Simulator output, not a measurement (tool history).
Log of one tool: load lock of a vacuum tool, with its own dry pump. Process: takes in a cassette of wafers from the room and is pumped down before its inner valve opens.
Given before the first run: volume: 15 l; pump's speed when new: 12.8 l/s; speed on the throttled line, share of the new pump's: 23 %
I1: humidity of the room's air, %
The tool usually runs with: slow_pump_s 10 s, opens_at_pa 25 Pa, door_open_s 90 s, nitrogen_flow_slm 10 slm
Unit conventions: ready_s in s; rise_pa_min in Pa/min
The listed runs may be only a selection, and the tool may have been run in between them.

Run 1, day 0.000: usual settings; I1 44.2. Result: ready_s 17.5 s, rise_pa_min 0.226 Pa/min.
Run 2, day 3.683: usual settings; I1 48.2. Result: ready_s 17.6 s, rise_pa_min 0.239 Pa/min.
Run 3, day 8.946: usual settings but nitrogen_flow_slm 7 slm; I1 43.4. Result: ready_s 17.4 s, rise_pa_min 0.242 Pa/min.
Run 4, day 12.950: usual settings but nitrogen_flow_slm 7 slm; I1 46.3. Result: ready_s 17.6 s, rise_pa_min 0.252 Pa/min.
Run 5, day 18.404: usual settings but nitrogen_flow_slm 7 slm; I1 44.7. Result: ready_s 17.3 s, rise_pa_min 0.257 Pa/min.
Run 6, day 25.942: usual settings but slow_pump_s 20 s, nitrogen_flow_slm 7 slm; I1 45.1. Result: ready_s 25.2 s, rise_pa_min 0.264 Pa/min.
Run 7, day 31.808: usual settings; I1 44.9. Result: ready_s 17.4 s, rise_pa_min 0.262 Pa/min.
Run 8, day 37.396: usual settings but nitrogen_flow_slm 5 slm; I1 46.7. Result: ready_s 17.6 s, rise_pa_min 0.290 Pa/min.
Run 9, day 45.646: usual settings but door_open_s 186 s; I1 44.4. Result: ready_s 17.6 s, rise_pa_min 0.355 Pa/min.
Run 10, day 52.725: usual settings but door_open_s 186 s; I1 42.1. Result: ready_s 17.6 s, rise_pa_min 0.351 Pa/min.
Run 11, day 59.271: usual settings but door_open_s 186 s; I1 44.7. Result: ready_s 17.4 s, rise_pa_min 0.365 Pa/min.
Run 12, day 67.125: usual settings but slow_pump_s 13 s, door_open_s 186 s; I1 47.7. Result: ready_s 19.9 s, rise_pa_min 0.412 Pa/min.
Run 13, day 72.025: usual settings but door_open_s 43 s; I1 45.7. Result: ready_s 17.7 s, rise_pa_min 0.292 Pa/min.
Run 14, day 79.704: usual settings but door_open_s 143 s; I1 46.3. Result: ready_s 17.7 s, rise_pa_min 0.389 Pa/min.
Run 15, day 87.988: usual settings but door_open_s 63 s; I1 48.0. Result: ready_s 17.9 s, rise_pa_min 0.350 Pa/min.
Run 16, day 91.754: usual settings but nitrogen_flow_slm 32 slm; I1 42.8. Result: ready_s 17.9 s, rise_pa_min 0.332 Pa/min.
Run 17, day 99.233: usual settings but nitrogen_flow_slm 32 slm; I1 46.7. Result: ready_s 17.8 s, rise_pa_min 0.349 Pa/min.
Run 18, day 107.017: usual settings but nitrogen_flow_slm 32 slm; I1 45.5. Result: ready_s 17.8 s, rise_pa_min 0.365 Pa/min.
Run 19, day 114.358: usual settings but nitrogen_flow_slm 32 slm; I1 43.7. Result: ready_s 17.9 s, rise_pa_min 0.382 Pa/min.
Run 20, day 122.492: usual settings but slow_pump_s 17 s, opens_at_pa 20 Pa; I1 47.3. Result: ready_s 23.4 s, rise_pa_min 0.426 Pa/min.
Run 21, day 126.533: usual settings but slow_pump_s 17 s, opens_at_pa 20 Pa; I1 43.4. Result: ready_s 23.1 s, rise_pa_min 0.434 Pa/min.
Run 22, day 132.138: usual settings but slow_pump_s 6 s, nitrogen_flow_slm 16 slm; I1 38.6. Result: ready_s 14.8 s, rise_pa_min 0.425 Pa/min.
Run 23, day 140.283: usual settings but slow_pump_s 7 s, door_open_s 28 s; I1 47.3. Result: ready_s 15.5 s, rise_pa_min 0.415 Pa/min.
Run 24, day 145.946: usual settings but slow_pump_s 12 s, nitrogen_flow_slm 24 slm; I1 48.3. Result: ready_s 19.2 s, rise_pa_min 0.465 Pa/min.
Run 25, day 153.708: usual settings but slow_pump_s 12 s, opens_at_pa 28 Pa, nitrogen_flow_slm 24 slm; I1 44.6. Result: ready_s 19.4 s, rise_pa_min 0.478 Pa/min.
Run 26, day 158.767: usual settings but slow_pump_s 12 s, opens_at_pa 28 Pa, nitrogen_flow_slm 24 slm; I1 42.4. Result: ready_s 19.3 s, rise_pa_min 0.483 Pa/min.
Run 27, day 164.579: usual settings but slow_pump_s 12 s, opens_at_pa 28 Pa, nitrogen_flow_slm 24 slm; I1 44.0. Result: ready_s 19.2 s, rise_pa_min 0.507 Pa/min.
Run 28, day 168.583: usual settings but opens_at_pa 42 Pa, door_open_s 108 s, nitrogen_flow_slm 40 slm; I1 43.7. Result: ready_s 17.3 s, rise_pa_min 0.498 Pa/min.
Run 29, day 174.742: usual settings but slow_pump_s 15 s, nitrogen_flow_slm 7 slm; I1 43.7. Result: ready_s 21.7 s, rise_pa_min 0.547 Pa/min.
Run 30, day 180.821: usual settings but slow_pump_s 11 s, opens_at_pa 45 Pa, door_open_s 200 s; I1 44.8. Result: ready_s 17.9 s, rise_pa_min 0.642 Pa/min.
Run 31, day 187.092: usual settings but slow_pump_s 9 s, opens_at_pa 20 Pa, nitrogen_flow_slm 5 slm; I1 44.8. Result: ready_s 17.5 s, rise_pa_min 0.602 Pa/min.
Run 32, day 194.096: usual settings but slow_pump_s 19 s, opens_at_pa 26 Pa, door_open_s 196 s, nitrogen_flow_slm 11 slm; I1 44.9. Result: ready_s 24.6 s, rise_pa_min 0.685 Pa/min.
Run 33, day 202.275: usual settings but slow_pump_s 19 s, opens_at_pa 26 Pa, door_open_s 196 s, nitrogen_flow_slm 11 slm; I1 46.5. Result: ready_s 24.7 s, rise_pa_min 0.727 Pa/min.
Run 34, day 207.738: usual settings but slow_pump_s 19 s, opens_at_pa 26 Pa, door_open_s 196 s, nitrogen_flow_slm 11 slm; I1 45.9. Result: ready_s 24.7 s, rise_pa_min 0.707 Pa/min.

Forecast each of these 5 alternatives for the next run:
Run A, day 215.379: usual settings but slow_pump_s 19 s, opens_at_pa 26 Pa, door_open_s 169 s, nitrogen_flow_slm 11 slm; I1 49.7. Result: ready_s ?, rise_pa_min ?.
Run B, day 215.379: usual settings but slow_pump_s 19 s, opens_at_pa 26 Pa, door_open_s 196 s, nitrogen_flow_slm 20 slm; I1 45.1. Result: ready_s ?, rise_pa_min ?.
Run C, day 215.379: usual settings but slow_pump_s 19 s, opens_at_pa 48 Pa, door_open_s 37 s, nitrogen_flow_slm 11 slm; I1 43.1. Result: ready_s ?, rise_pa_min ?.
Run D, day 215.379: usual settings but slow_pump_s 6 s, opens_at_pa 29 Pa, door_open_s 196 s, nitrogen_flow_slm 11 slm; I1 46.2. Result: ready_s ?, rise_pa_min ?.
Run E, day 215.379: usual settings but slow_pump_s 13 s, opens_at_pa 26 Pa, door_open_s 196 s, nitrogen_flow_slm 11 slm; I1 46.5. Result: ready_s ?, rise_pa_min ?.

run  ready_s  rise_pa_min
  A     24.8        0.741
  B     24.7        0.710
  C     24.0        0.603
  D     14.9        0.741
  E     20.2        0.737
The same runs, with their run-to-run variation unchanged, on a tool lacking any hidden condition would have given:
run  ready_s  rise_pa_min
  A     24.4        0.189
  B     24.4        0.163
  C     23.7        0.067
  D     14.3        0.191
  E     19.7        0.192

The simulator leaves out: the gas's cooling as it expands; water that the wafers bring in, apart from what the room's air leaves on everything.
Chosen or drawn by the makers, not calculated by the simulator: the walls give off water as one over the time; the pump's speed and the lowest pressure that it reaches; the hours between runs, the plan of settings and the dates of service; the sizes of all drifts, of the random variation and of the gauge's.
